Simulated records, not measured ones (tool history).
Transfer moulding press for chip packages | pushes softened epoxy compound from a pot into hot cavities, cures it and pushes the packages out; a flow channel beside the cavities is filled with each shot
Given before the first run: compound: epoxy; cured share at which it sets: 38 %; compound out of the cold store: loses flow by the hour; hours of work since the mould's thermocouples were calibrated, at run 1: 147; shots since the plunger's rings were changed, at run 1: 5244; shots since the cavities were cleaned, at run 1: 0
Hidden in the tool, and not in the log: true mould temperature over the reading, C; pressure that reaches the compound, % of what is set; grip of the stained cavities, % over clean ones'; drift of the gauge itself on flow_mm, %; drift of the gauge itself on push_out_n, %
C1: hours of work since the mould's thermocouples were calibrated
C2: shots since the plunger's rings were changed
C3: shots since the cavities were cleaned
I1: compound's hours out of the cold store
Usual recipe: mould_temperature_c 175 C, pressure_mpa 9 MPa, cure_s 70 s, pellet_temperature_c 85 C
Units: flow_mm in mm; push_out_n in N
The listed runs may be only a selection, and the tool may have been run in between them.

run 1 hour=0 | mould_temperature_c=175 pressure_mpa=9 cure_s=70 pellet_temperature_c=85 | C1=147 C2=5244 C3=0 | I1=26.7 | flow_mm=711 push_out_n=242
-- hour=9.6 plunger's sealing rings changed
run 2 hour=13.9 | mould_temperature_c=175 pressure_mpa=9 cure_s=70 pellet_temperature_c=85 | C1=156 C2=91 C3=243 | I1=8.3 | flow_mm=877 push_out_n=363
run 3 hour=24.2 | mould_temperature_c=175 pressure_mpa=9 cure_s=70 pellet_temperature_c=85 | C1=164 C2=310 C3=462 | I1=19.9 | flow_mm=816 push_out_n=418
-- hour=35.4 cavities cleaned with cleaning compound and waxed
run 4 hour=35.5 | mould_temperature_c=175 pressure_mpa=9 cure_s=53 pellet_temperature_c=85 | C1=172 C2=519 C3=1 | I1=31.9 | flow_mm=773 push_out_n=458
run 5 hour=48 | mould_temperature_c=169 pressure_mpa=9 cure_s=70 pellet_temperature_c=85 | C1=182 C2=786 C3=268 | I1=18.2 | flow_mm=850 push_out_n=563
run 6 hour=59.7 | mould_temperature_c=169 pressure_mpa=9 cure_s=70 pellet_temperature_c=87 | C1=191 C2=1037 C3=519 | I1=33.5 | flow_mm=782 push_out_n=633
-- hour=68.3 cavities cleaned with cleaning compound and waxed
run 7 hour=73.4 | mould_temperature_c=169 pressure_mpa=9 cure_s=70 pellet_temperature_c=87 | C1=201 C2=1295 C3=107 | I1=12.7 | flow_mm=866 push_out_n=529
run 8 hour=85.4 | mould_temperature_c=169 pressure_mpa=9 cure_s=70 pellet_temperature_c=87 | C1=210 C2=1552 C3=364 | I1=47.3 | flow_mm=725 push_out_n=557
run 9 hour=98.8 | mould_temperature_c=169 pressure_mpa=9 cure_s=70 pellet_temperature_c=87 | C1=221 C2=1838 C3=650 | I1=16.3 | flow_mm=836 push_out_n=739
-- hour=101.2 cavities cleaned with cleaning compound and waxed
run 10 hour=111.2 | mould_temperature_c=169 pressure_mpa=9 cure_s=70 pellet_temperature_c=87 | C1=230 C2=2071 C3=213 | I1=29.7 | flow_mm=780 push_out_n=523
run 11 hour=119.6 | mould_temperature_c=175 pressure_mpa=9 cure_s=70 pellet_temperature_c=85 | C1=236 C2=2249 C3=391 | I1=34.9 | flow_mm=740 push_out_n=399
-- hour=133.9 cavities cleaned with cleaning compound and waxed
run 12 hour=136.2 | mould_temperature_c=175 pressure_mpa=9 cure_s=70 pellet_temperature_c=85 | C1=248 C2=2572 C3=50 | I1=14.8 | flow_mm=804 push_out_n=296
run 13 hour=154.5 | mould_temperature_c=175 pressure_mpa=9 cure_s=70 pellet_temperature_c=85 | C1=263 C2=2961 C3=439 | I1=20.3 | flow_mm=774 push_out_n=429
run 14 hour=162.4 | mould_temperature_c=170 pressure_mpa=9 cure_s=70 pellet_temperature_c=85 | C1=269 C2=3131 C3=609 | I1=23.6 | flow_mm=776 push_out_n=620
-- hour=166.7 cavities cleaned with cleaning compound and waxed
run 15 hour=177.5 | mould_temperature_c=175 pressure_mpa=9 cure_s=70 pellet_temperature_c=91 | C1=280 C2=3420 C3=231 | I1=37.5 | flow_mm=703 push_out_n=337
run 16 hour=188.3 | mould_temperature_c=171 pressure_mpa=9 cure_s=70 pellet_temperature_c=83 | C1=289 C2=3651 C3=462 | I1=39.1 | flow_mm=715 push_out_n=534
-- hour=198.7 cavities cleaned with cleaning compound and waxed
run 17 hour=202 | mould_temperature_c=181 pressure_mpa=9 cure_s=70 pellet_temperature_c=94 | C1=298 C2=3910 C3=69 | I1=8.7 | flow_mm=772 push_out_n=232
run 18 hour=220.9 | mould_temperature_c=175 pressure_mpa=9 cure_s=93 pellet_temperature_c=85 | C1=313 C2=4313 C3=472 | I1=9 | flow_mm=795 push_out_n=330
-- hour=231.1 cavities cleaned with cleaning compound and waxed
run 19 hour=241.2 | mould_temperature_c=171 pressure_mpa=9 cure_s=54 pellet_temperature_c=91 | C1=328 C2=4714 C3=214 | I1=38.3 | flow_mm=704 push_out_n=780
run 20 hour=259.2 | mould_temperature_c=169 pressure_mpa=9 cure_s=70 pellet_temperature_c=85 | C1=343 C2=5098 C3=598 | I1=18.3 | flow_mm=778 push_out_n=731
-- hour=264.4 cavities cleaned with cleaning compound and waxed
run 21 hour=272.4 | mould_temperature_c=179 pressure_mpa=9 cure_s=53 pellet_temperature_c=85 | C1=352 C2=5347 C3=170 | I1=24.7 | flow_mm=701 push_out_n=471
-- hour=276.9 plunger's sealing rings changed
run 22 hour=292.1 | mould_temperature_c=177 pressure_mpa=7.78 cure_s=95 pellet_temperature_c=82 | C1=366 C2=324 C3=538 | I1=25.2 | flow_mm=741 push_out_n=333
-- hour=299.7 cavities cleaned with cleaning compound and waxed
run 23 hour=309.9 | mould_temperature_c=174 pressure_mpa=7.43 cure_s=80 pellet_temperature_c=89 | C1=379 C2=672 C3=218 | I1=20.2 | flow_mm=745 push_out_n=314
run 24 hour=327.7 | mould_temperature_c=174 pressure_mpa=7.43 cure_s=78 pellet_temperature_c=77 | C1=393 C2=1052 C3=598 | I1=31.9 | flow_mm=700 push_out_n=406
-- hour=332.6 cavities cleaned with cleaning compound and waxed
run 25 hour=341.1 | mould_temperature_c=174 pressure_mpa=7.43 cure_s=79 pellet_temperature_c=77 | C1=402 C2=1305 C3=182 | I1=47.5 | flow_mm=644 push_out_n=301
run 26 hour=349.1 | mould_temperature_c=175 pressure_mpa=9 cure_s=70 pellet_temperature_c=81 | C1=409 C2=1476 C3=353 | I1=31.3 | flow_mm=766 push_out_n=395
run 27 hour=360.7 | mould_temperature_c=171 pressure_mpa=8.74 cure_s=90 pellet_temperature_c=91 | C1=418 C2=1723 C3=600 | I1=44.6 | flow_mm=719 push_out_n=381

Take each entry between the runs: how does the hidden state at the last listed run before it differ from the hidden state at the first listed run after it?
Run 1 -> run 2: plunger's sealing rings changed (hour 9.6)
  true mould temperature over the reading, C: -0.17 -> -0.18; pressure that reaches the compound, % of what is set: 78.5 -> 99.3; grip of the stained cavities, % over clean ones': 1.5 -> 47.1
  measured minus no-state result, flow_mm: -90 -> -3 mm; push_out_n: +6 -> +117 N
Run 3 -> run 4: cavities cleaned with cleaning compound and waxed (hour 35.4)
  true mould temperature over the reading, C: -0.19 -> -0.21; pressure that reaches the compound, % of what is set: 98.38 -> 97.64; grip of the stained cavities, % over clean ones': 72.7 -> 1.4
  measured minus no-state result, flow_mm: -6 -> -8 mm; push_out_n: +180 -> +13 N
Run 6 -> run 7: cavities cleaned with cleaning compound and waxed (hour 68.3)
  true mould temperature over the reading, C: -0.24 -> -0.25; pressure that reaches the compound, % of what is set: 95.72 -> 94.71; grip of the stained cavities, % over clean ones': 76.4 -> 28.8
  measured minus no-state result, flow_mm: -16 -> -23 mm; push_out_n: +276 -> +125 N
Run 9 -> run 10: cavities cleaned with cleaning compound and waxed (hour 101.2)
  true mould temperature over the reading, C: -0.28 -> -0.3; pressure that reaches the compound, % of what is set: 92.64 -> 91.7; grip of the stained cavities, % over clean ones': 86.8 -> 45.3
  measured minus no-state result, flow_mm: -31 -> -33 mm; push_out_n: +353 -> +173 N
Run 11 -> run 12: cavities cleaned with cleaning compound and waxed (hour 133.9)
  true mould temperature over the reading, C: -0.31 -> -0.32; pressure that reaches the compound, % of what is set: 90.96 -> 89.69; grip of the stained cavities, % over clean ones': 67.6 -> 14.4
  measured minus no-state result, flow_mm: -34 -> -43 mm; push_out_n: +165 -> +41 N
Run 14 -> run 15: cavities cleaned with cleaning compound and waxed (hour 166.7)
  true mould temperature over the reading, C: -0.36 -> -0.37; pressure that reaches the compound, % of what is set: 87.43 -> 86.27; grip of the stained cavities, % over clean ones': 83 -> 48.3
  measured minus no-state result, flow_mm: -52 -> -52 mm; push_out_n: +292 -> +116 N
Run 16 -> run 17: cavities cleaned with cleaning compound and waxed (hour 198.7)
  true mould temperature over the reading, C: -0.39 -> -0.4; pressure that reaches the compound, % of what is set: 85.37 -> 84.45; grip of the stained cavities, % over clean ones': 73.7 -> 15.8
  measured minus no-state result, flow_mm: -57 -> -66 mm; push_out_n: +236 -> +34 N
Run 18 -> run 19: cavities cleaned with cleaning compound and waxed (hour 231.1)
  true mould temperature over the reading, C: -0.42 -> -0.45; pressure that reaches the compound, % of what is set: 82.77 -> 81.16; grip of the stained cavities, % over clean ones': 71.6 -> 46.9
  measured minus no-state result, flow_mm: -77 -> -75 mm; push_out_n: +139 -> +264 N
Run 20 -> run 21: cavities cleaned with cleaning compound and waxed (hour 264.4)
  true mould temperature over the reading, C: -0.47 -> -0.48; pressure that reaches the compound, % of what is set: 79.53 -> 78.52; grip of the stained cavities, % over clean ones': 83.9 -> 38.1
  measured minus no-state result, flow_mm: -91 -> -88 mm; push_out_n: +347 -> +142 N
Run 21 -> run 22: plunger's sealing rings changed (hour 276.9)
  true mould temperature over the reading, C: -0.48 -> -0.5; pressure that reaches the compound, % of what is set: 78.52 -> 98.54; grip of the stained cavities, % over clean ones': 38.1 -> 79.7
  measured minus no-state result, flow_mm: -88 -> -3 mm; push_out_n: +142 -> +149 N
Run 22 -> run 23: cavities cleaned with cleaning compound and waxed (hour 299.7)
  true mould temperature over the reading, C: -0.5 -> -0.52; pressure that reaches the compound, % of what is set: 98.54 -> 97.18; grip of the stained cavities, % over clean ones': 79.7 -> 46.4
  measured minus no-state result, flow_mm: -3 -> -8 mm; push_out_n: +149 -> +103 N
Run 24 -> run 25: cavities cleaned with cleaning compound and waxed (hour 332.6)
  true mould temperature over the reading, C: -0.55 -> -0.56; pressure that reaches the compound, % of what is set: 95.65 -> 94.63; grip of the stained cavities, % over clean ones': 83.2 -> 43
  measured minus no-state result, flow_mm: -13 -> -16 mm; push_out_n: +191 -> +95 N

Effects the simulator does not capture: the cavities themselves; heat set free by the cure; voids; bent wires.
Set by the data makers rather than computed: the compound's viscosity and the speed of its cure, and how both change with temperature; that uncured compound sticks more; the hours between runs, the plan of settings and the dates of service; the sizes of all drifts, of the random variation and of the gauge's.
